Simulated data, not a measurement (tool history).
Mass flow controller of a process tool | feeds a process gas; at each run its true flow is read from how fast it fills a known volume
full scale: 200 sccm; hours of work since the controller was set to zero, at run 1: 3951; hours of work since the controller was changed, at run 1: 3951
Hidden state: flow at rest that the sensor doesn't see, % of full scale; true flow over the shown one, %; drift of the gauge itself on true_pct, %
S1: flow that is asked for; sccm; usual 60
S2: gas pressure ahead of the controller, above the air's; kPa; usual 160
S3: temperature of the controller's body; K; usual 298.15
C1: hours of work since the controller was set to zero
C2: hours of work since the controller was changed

Run 1, hour 0.0: usual settings; C1 3951; C2 3951. Result: true flow (%) 97.22.
Run 2, hour 133.5: usual settings but S2 190 kPa; C1 4029; C2 4029. Result: true flow (%) 97.26.
Run 3, hour 338.3: usual settings but S2 190 kPa; C1 4149; C2 4149. Result: true flow (%) 97.33.
Run 4, hour 626.4: usual settings; C1 4318; C2 4318. Result: true flow (%) 97.09.
Run 5, hour 873.6: usual settings but S2 259 kPa; C1 4462; C2 4462. Result: true flow (%) 97.30.
Run 6, hour 1009.4: usual settings but S2 259 kPa; C1 4542; C2 4542. Result: true flow (%) 97.34.
Run 7, hour 1240.1: usual settings but S2 259 kPa; C1 4677; C2 4677. Result: true flow (%) 97.24.
Run 8, hour 1443.2: usual settings but S2 259 kPa; C1 4795; C2 4795. Result: true flow (%) 97.15.
Run 9, hour 1732.7: usual settings but S3 293.15 K; C1 4965; C2 4965. Result: true flow (%) 96.57.
Run 10, hour 1975.9: usual settings but S3 293.15 K; C1 5107; C2 5107. Result: true flow (%) 96.49.
Run 11, hour 2189.4: usual settings but S3 293.15 K; C1 5232; C2 5232. Result: true flow (%) 96.41.
Run 12, hour 2496.9: usual settings but S1 106 sccm, S3 293.15 K; C1 5412; C2 5412. Result: true flow (%) 96.46.
Run 13, hour 2670.7: usual settings but S1 146 sccm, S2 177 kPa, S3 293.15 K; C1 5514; C2 5514. Result: true flow (%) 96.78.
Run 14, hour 2930.3: usual settings but S1 146 sccm, S2 177 kPa, S3 293.15 K; C1 5665; C2 5665. Result: true flow (%) 96.86.
Run 15, hour 3224.7: usual settings but S2 164 kPa, S3 308.15 K; C1 5838; C2 5838. Result: true flow (%) 97.18.
Run 16, hour 3456.6: usual settings but S3 304.15 K; C1 5973; C2 5973. Result: true flow (%) 96.80.
Run 17, hour 3709.4: usual settings but S3 304.15 K; C1 6121; C2 6121. Result: true flow (%) 96.87.

The next listed run, before its measurement:
Run 18, hour 4028.5: usual settings but S3 302.15 K; C1 6308; C2 6308. Result: true flow (%) ?.

{"run 18": {"true flow (%)": 96.81}}
Without the tool's hidden state the same run would have given true flow (%) 98.52.
